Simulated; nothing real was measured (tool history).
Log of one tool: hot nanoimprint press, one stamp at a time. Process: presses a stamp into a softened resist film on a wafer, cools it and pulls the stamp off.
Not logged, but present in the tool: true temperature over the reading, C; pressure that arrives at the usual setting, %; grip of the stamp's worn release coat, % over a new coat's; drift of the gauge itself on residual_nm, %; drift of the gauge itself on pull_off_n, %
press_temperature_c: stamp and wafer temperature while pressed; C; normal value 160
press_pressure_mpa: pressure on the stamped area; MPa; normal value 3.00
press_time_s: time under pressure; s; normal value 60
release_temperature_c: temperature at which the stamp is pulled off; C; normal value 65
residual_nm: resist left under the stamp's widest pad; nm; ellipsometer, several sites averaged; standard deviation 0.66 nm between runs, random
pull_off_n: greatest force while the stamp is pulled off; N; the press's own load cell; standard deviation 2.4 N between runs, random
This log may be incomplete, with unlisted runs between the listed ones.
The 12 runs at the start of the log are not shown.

run	hour	press_temperature_c	press_pressure_mpa	press_time_s	release_temperature_c	hours of work since the thermocouple was calibrated	imprints on the stamp's release coat	hours of work since the press's seals were changed	residual_nm	pull_off_n
13	158.7	160	2.45	47	65	104	186	413	96.6	184
# hour 163.3: plate thermocouple calibrated
14	170.9	160	2.45	47	65	5	207	419	97.6	187
15	186.7	160	3.00	60	65	16	244	430	82.6	187
16	199.2	150	2.99	44	70	24	272	438	138.4	172
17	210.3	167	3.47	38	70	32	298	446	68.7	170
18	219.3	167	3.47	38	70	38	318	452	68.6	171
# hour 227.9: plate thermocouple calibrated, once more
19	233.3	167	3.47	93	58	4	344	460	45.1	215
20	245.0	167	3.47	93	58	12	370	468	45.4	213
21	255.3	167	3.47	36	53	19	394	475	69.8	235
22	267.5	162	3.00	60	65	27	422	483	73.0	193
23	279.8	168	3.00	60	61	35	450	491	56.3	209
24	298.6	168	2.95	66	61	48	493	504	54.3	210
25	310.7	156	1.88	93	61	57	521	513	97.9	216
26	320.0	156	2.43	93	61	63	542	519	88.9	210
27	334.5	156	2.43	93	61	73	575	529	88.6	217
28	345.3	156	2.79	36	61	80	600	536	118.7	215
# hour 360.4: stamp cleaned and given a new release coat
29	368.3	158	2.02	111	60	92	18	548	82.9	196
30	377.4	160	3.47	51	51	98	39	554	81.5	222

Below are 4 alternative next runs, each starting from the tool's condition after run 30. Predict each:
A	395.5	160	3.47	51	53	110	80	566	?	?
B	395.5	153	3.00	39	65	110	80	566	?	?
C	395.5	160	3.00	39	59	110	80	566	?	?
D	395.5	168	3.37	60	65	110	80	566	?	?

run	residual_nm	pull_off_n
A	82.4	219
B	127.5	173
C	96.6	197
D	55.2	176
Take away the tool's hidden state, keep each run's random variation, and the runs would have read:
run	residual_nm	pull_off_n
A	78.5	214
B	123.2	169
C	92.7	192
D	52.6	172
